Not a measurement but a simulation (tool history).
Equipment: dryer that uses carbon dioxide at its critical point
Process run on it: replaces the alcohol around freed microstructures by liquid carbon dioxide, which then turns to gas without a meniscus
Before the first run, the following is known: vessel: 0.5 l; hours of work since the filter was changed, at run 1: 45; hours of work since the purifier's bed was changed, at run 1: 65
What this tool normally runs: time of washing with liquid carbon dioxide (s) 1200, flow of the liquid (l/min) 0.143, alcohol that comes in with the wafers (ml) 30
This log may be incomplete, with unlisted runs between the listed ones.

| run | hour | time of washing with liquid carbon dioxide (s) | flow of the liquid (l/min) | alcohol that comes in with the wafers (ml) | hours of work since the filter was changed | hours of work since the purifier's bed was changed | alcohol left in the vessel before it's heated (ppm by volume) |
|---|---|---|---|---|---|---|---|
| 1 | 0.0 | 1200 | 0.143 | 30 | 45 | 65 | 479 |
| 2 | 11.0 | 1200 | 0.143 | 30 | 49 | 69 | 487 |
| 3 | 20.4 | 1200 | 0.143 | 40 | 52 | 72 | 685 |
| 4 | 31.3 | 1200 | 0.143 | 28 | 55 | 75 | 466 |
| 5 | 44.7 | 1200 | 0.087 | 28 | 60 | 80 | 2922 |
| 6 | 52.4 | 1380 | 0.143 | 30 | 62 | 82 | 265 |
| 7 | 66.1 | 1380 | 0.143 | 30 | 67 | 87 | 277 |
| 8 | 77.0 | 1380 | 0.143 | 30 | 71 | 90 | 285 |
| 9 | 87.1 | 1200 | 0.143 | 30 | 74 | 94 | 543 |
| 10 | 101.9 | 1200 | 0.143 | 30 | 79 | 99 | 563 |
| 11 | 115.3 | 1200 | 0.143 | 30 | 83 | 103 | 587 |
| 12 | 122.5 | 1200 | 0.143 | 30 | 86 | 106 | 601 |
| 13 | 130.3 | 1200 | 0.143 | 30 | 88 | 108 | 593 |
| 14 | 137.7 | 1200 | 0.143 | 30 | 91 | 111 | 595 |
| 15 | 150.6 | 1200 | 0.143 | 30 | 95 | 115 | 610 |
| 16 | 165.6 | 1080 | 0.143 | 30 | 100 | 120 | 955 |
| 17 | 173.9 | 1200 | 0.143 | 34 | 103 | 123 | 741 |
| 18 | 186.1 | 1200 | 0.143 | 34 | 107 | 127 | 734 |
| 19 | 194.7 | 1200 | 0.130 | 21 | 110 | 130 | 714 |
| 20 | 209.3 | 1260 | 0.133 | 21 | 115 | 135 | 526 |
| 21 | 218.7 | 1440 | 0.143 | 46 | 118 | 138 | 427 |
| 22 | 231.1 | 1080 | 0.108 | 30 | 122 | 142 | 2782 |
| 23 | 240.8 | 1080 | 0.108 | 30 | 125 | 145 | 2834 |
| 24 | 253.0 | 1200 | 0.114 | 30 | 129 | 149 | 1724 |
| 25 | 269.1 | 1200 | 0.114 | 30 | 134 | 154 | 1703 |
| 26 | 286.2 | 960 | 0.143 | 63 | 140 | 160 | 3781 |
| 27 | 300.9 | 960 | 0.143 | 63 | 145 | 165 | 3815 |
| 28 | 310.8 | 960 | 0.143 | 63 | 148 | 168 | 3840 |
| 29 | 324.1 | 1200 | 0.101 | 40 | 153 | 173 | 3654 |
| 30 | 331.5 | 900 | 0.093 | 58 | 155 | 175 | 13449 |
| 31 | 341.6 | 1860 | 0.130 | 25 | 159 | 179 | 141 |
| 32 | 354.2 | 1200 | 0.191 | 30 | 163 | 183 | 241 |
| 33 | 363.0 | 960 | 0.155 | 34 | 166 | 186 | 1713 |
| 34 | 372.5 | 960 | 0.155 | 34 | 169 | 189 | 1745 |
| 35 | 382.8 | 960 | 0.155 | 34 | 172 | 192 | 1717 |
| 36 | 393.2 | 960 | 0.155 | 34 | 176 | 196 | 1748 |

Here are 3 independent what-if runs from the current tool condition. What would each one return?
| A | 401.0 | 1200 | 0.143 | 77 | 178 | 198 | ? |
| B | 401.0 | 960 | 0.155 | 69 | 178 | 198 | ? |
| C | 401.0 | 1680 | 0.164 | 71 | 178 | 198 | ? |

| run | alcohol left in the vessel before it's heated (ppm by volume) |
|---|---|
| A | 2334 |
| B | 3481 |
| C | 195 |
With the hidden condition removed and each run's random variation left untouched, the same runs would have given:
| run | alcohol left in the vessel before it's heated (ppm by volume) |
|---|---|
| A | 1022 |
| B | 1709 |
| C | 47 |
